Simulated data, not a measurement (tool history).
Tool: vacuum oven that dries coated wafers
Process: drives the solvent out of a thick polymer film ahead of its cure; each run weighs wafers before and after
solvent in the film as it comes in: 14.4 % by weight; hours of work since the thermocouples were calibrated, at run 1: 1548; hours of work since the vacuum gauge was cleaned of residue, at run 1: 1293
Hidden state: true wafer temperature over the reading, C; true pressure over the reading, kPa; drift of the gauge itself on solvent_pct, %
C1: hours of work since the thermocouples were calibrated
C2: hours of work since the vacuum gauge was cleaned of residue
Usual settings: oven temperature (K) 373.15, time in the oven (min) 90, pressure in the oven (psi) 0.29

Run 1, hour 0: usual settings; C1 1548; C2 1293. Result: solvent left in the film (%) 3.4.
Run 2, hour 60.4: usual settings; C1 1582; C2 1328. Result: solvent left in the film (%) 3.44.
Run 3, hour 118.9: usual settings; C1 1616; C2 1361. Result: solvent left in the film (%) 3.43.
At hour 143.5: oven's thermocouples calibrated.
Run 4, hour 176.7: usual settings but pressure in the oven (psi) 0.328; C1 19; C2 1393. Result: solvent left in the film (%) 3.6.
Run 5, hour 214: usual settings; C1 40; C2 1415. Result: solvent left in the film (%) 3.51.
Run 6, hour 247.1: usual settings; C1 59; C2 1434. Result: solvent left in the film (%) 3.56.
Run 7, hour 286.1: usual settings but time in the oven (min) 47; C1 82; C2 1456. Result: solvent left in the film (%) 6.1.
Run 8, hour 328.2: usual settings but pressure in the oven (psi) 0.804; C1 106; C2 1480. Result: solvent left in the film (%) 4.93.
Run 9, hour 370.9: usual settings but pressure in the oven (psi) 0.804; C1 130; C2 1505. Result: solvent left in the film (%) 4.85.
Run 10, hour 428.6: usual settings; C1 163; C2 1538. Result: solvent left in the film (%) 3.54.
Run 11, hour 469.5: usual settings; C1 187; C2 1561. Result: solvent left in the film (%) 3.41.
Run 12, hour 534.6: usual settings but time in the oven (min) 46, pressure in the oven (psi) 0.36; C1 224; C2 1598. Result: solvent left in the film (%) 6.21.
Run 13, hour 579.7: usual settings but oven temperature (K) 364.15, time in the oven (min) 61; C1 250; C2 1624. Result: solvent left in the film (%) 6.82.
Run 14, hour 629.5: usual settings but oven temperature (K) 364.15, time in the oven (min) 61; C1 278; C2 1653. Result: solvent left in the film (%) 6.88.
Run 15, hour 686.5: usual settings but pressure in the oven (psi) 0.245; C1 311; C2 1686. Result: solvent left in the film (%) 3.38.
Run 16, hour 729.4: usual settings but oven temperature (K) 369.15, time in the oven (min) 60, pressure in the oven (psi) 0.589; C1 336; C2 1710. Result: solvent left in the film (%) 6.38.
Run 17, hour 777.4: usual settings but oven temperature (K) 372.15, time in the oven (min) 141, pressure in the oven (psi) 1.141; C1 363; C2 1738. Result: solvent left in the film (%) 4.85.
Run 18, hour 835.4: usual settings but oven temperature (K) 388.15, time in the oven (min) 141, pressure in the oven (psi) 0.693; C1 396; C2 1771. Result: solvent left in the film (%) 1.49.
Run 19, hour 873.1: usual settings but oven temperature (K) 388.15, time in the oven (min) 47, pressure in the oven (psi) 0.377; C1 418; C2 1792. Result: solvent left in the film (%) 3.22.
Run 20, hour 928.7: usual settings but oven temperature (K) 366.15, pressure in the oven (psi) 0.589; C1 450; C2 1824. Result: solvent left in the film (%) 5.87.
Run 21, hour 994.4: usual settings but oven temperature (K) 374.15, pressure in the oven (psi) 0.909; C1 488; C2 1862. Result: solvent left in the film (%) 4.9.
At hour 1000.9: vacuum gauge cleaned of residue and calibrated.
Run 22, hour 1031.9: usual settings but oven temperature (K) 374.15, time in the oven (min) 59; C1 508; C2 18. Result: solvent left in the film (%) 4.9.

Forecast each of these 4 alternatives for the next run:
Run A, hour 1068.2: usual settings but oven temperature (K) 374.15, time in the oven (min) 114; C1 529; C2 39. Result: solvent left in the film (%) ?.
Run B, hour 1068.2: usual settings but oven temperature (K) 370.15, time in the oven (min) 62, pressure in the oven (psi) 0.249; C1 529; C2 39. Result: solvent left in the film (%) ?.
Run C, hour 1068.2: usual settings but pressure in the oven (psi) 0.31; C1 529; C2 39. Result: solvent left in the film (%) ?.
Run D, hour 1068.2: usual settings but oven temperature (K) 380.15, time in the oven (min) 148; C1 529; C2 39. Result: solvent left in the film (%) ?.

run  solvent left in the film (%)
  A                          2.58
  B                           5.5
  C                           3.6
  D                          1.23
Without the tool's hidden state the same runs would have given:
run  solvent left in the film (%)
  A                          2.59
  B                          5.52
  C                          3.61
  D                          1.24
